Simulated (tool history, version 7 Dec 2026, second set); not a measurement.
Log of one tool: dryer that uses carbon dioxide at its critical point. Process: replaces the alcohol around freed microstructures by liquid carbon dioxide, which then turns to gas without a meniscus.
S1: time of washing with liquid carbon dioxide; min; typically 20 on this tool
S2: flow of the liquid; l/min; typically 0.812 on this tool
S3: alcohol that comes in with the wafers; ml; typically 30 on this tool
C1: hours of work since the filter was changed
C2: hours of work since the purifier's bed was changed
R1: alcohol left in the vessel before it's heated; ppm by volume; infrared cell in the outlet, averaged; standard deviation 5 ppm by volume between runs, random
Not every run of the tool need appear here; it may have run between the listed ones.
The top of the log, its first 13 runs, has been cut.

run   hour  S1     S2   S3   C1   C2   R1
 14  101.1  16  0.812   30  113  242  124
 15  111.1  28  0.812   30  121  250   45
 16  117.9  13  0.812   43  126  255  384
 17  127.7  14  1.232   71  133  262   89
 18  138.7  13  0.631   43  142  271  922
 19  147.7  20  0.548   89  149  278  675
 20  157.5  20  0.548   89  156  285  720
 21  168.9  20  1.358  100  165  294   48
 22  178.1  20  1.358  100  172  301   38
 23  183.8  27  0.493  100  176  305  361
 24  195.1  27  0.493  100  185  314  356
     198.6  -- inlet filter changed
 25  207.7  27  0.493  100    7  323  243
 26  215.6  27  0.493  100   13  329  250
 27  226.9  20  0.815   77   22  338   93

Expected results for the next run?
 28  234.0  18  0.812  30  27  343   ?

Run 28 yielded R1 80 ppm by volume.
On a tool with no hidden condition, and with the same random variation, this run would have come out at R1 32 ppm by volume.
